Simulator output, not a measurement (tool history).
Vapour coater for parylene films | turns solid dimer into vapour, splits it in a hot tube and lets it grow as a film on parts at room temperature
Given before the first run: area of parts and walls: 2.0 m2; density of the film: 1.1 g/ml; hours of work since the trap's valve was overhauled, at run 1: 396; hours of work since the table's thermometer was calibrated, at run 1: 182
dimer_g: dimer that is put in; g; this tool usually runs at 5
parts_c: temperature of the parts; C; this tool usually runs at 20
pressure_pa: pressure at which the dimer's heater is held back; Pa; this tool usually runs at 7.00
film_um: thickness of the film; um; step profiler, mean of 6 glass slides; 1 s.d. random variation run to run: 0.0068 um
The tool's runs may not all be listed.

run,hour,dimer_g,parts_c,pressure_pa,hours of work since the trap's valve was overhauled,hours of work since the table's thermometer was calibrated,film_um
1,0.0,5,20,7.00,396,182,1.018
2,20.1,5,20,7.00,408,195,1.012
3,34.5,5,20,7.00,417,204,1.009
4,51.0,9,20,7.00,427,214,1.817
5,70.9,9,20,7.00,440,226,1.792
6,102.7,5,20,7.00,460,246,1.014
7,125.6,5,20,7.00,474,260,1.006
8,146.4,5,20,7.00,487,273,1.007
9,161.0,5,20,7.00,496,282,0.994
10,181.6,5,20,7.00,509,295,1.001
11,207.7,5,20,7.00,525,311,0.993
12,222.4,5,20,7.00,534,321,0.987
13,240.7,5,20,7.00,545,332,0.984
14,266.2,5,20,7.00,561,348,0.981
15,296.2,5,20,7.00,580,366,0.983
16,316.6,5,20,7.00,593,379,0.983
# hour 319.8: table's thermometer calibrated
17,343.6,5,20,7.00,609,15,0.997
18,357.8,5,20,7.00,618,24,0.986
19,386.8,5,20,7.00,636,42,0.997
20,401.9,5,21,7.00,645,51,0.948
# hour 415.7: trap's valve overhauled
21,427.8,5,20,4.53,8,65,1.248
22,443.4,5,20,2.17,17,74,1.458
23,475.2,5,20,2.17,37,94,1.467
# hour 493.4: table's thermometer calibrated, once more
24,504.9,4,14,2.73,55,7,1.310
25,529.1,4,20,7.00,70,22,0.859
26,545.1,8,20,2.57,80,32,2.173
27,576.6,8,20,2.57,99,52,2.169
28,599.3,8,23,2.26,114,66,2.028
29,618.6,5,20,7.00,126,78,1.055
30,644.9,5,20,5.68,142,94,1.113
31,676.0,7,18,6.35,161,114,1.609
32,701.0,7,18,6.35,177,129,1.610
33,732.0,3,13,3.06,196,148,0.962
34,752.1,5,16,7.00,209,161,1.192
35,768.0,2,20,7.00,218,171,0.421
36,784.1,7,28,11.30,228,181,1.013
37,803.9,3,28,6.68,241,193,0.482
38,831.7,2,23,7.00,258,210,0.378
39,846.1,3,26,10.13,267,219,0.472
40,878.4,5,15,8.08,287,239,1.186
41,895.1,5,15,8.08,297,250,1.180
42,921.7,8,18,6.46,314,266,1.805
43,941.6,2,18,3.87,326,279,0.517
44,968.6,2,18,3.87,343,295,0.517
45,982.3,2,18,3.87,352,304,0.506
46,1007.9,3,25,7.84,368,320,0.514

Below are 4 alternative next runs, each starting from the tool's condition after run 46. Predict each:
A,1034.1,4,18,7.00,384,336,?
B,1034.1,3,12,6.35,384,336,?
C,1034.1,5,20,2.06,384,336,?
D,1034.1,6,20,7.00,384,336,?

run,film_um
A,0.874
B,0.824
C,1.382
D,1.230
With no hidden state in the tool, these same runs would have given:
run,film_um
A,0.924
B,0.871
C,1.462
D,1.301

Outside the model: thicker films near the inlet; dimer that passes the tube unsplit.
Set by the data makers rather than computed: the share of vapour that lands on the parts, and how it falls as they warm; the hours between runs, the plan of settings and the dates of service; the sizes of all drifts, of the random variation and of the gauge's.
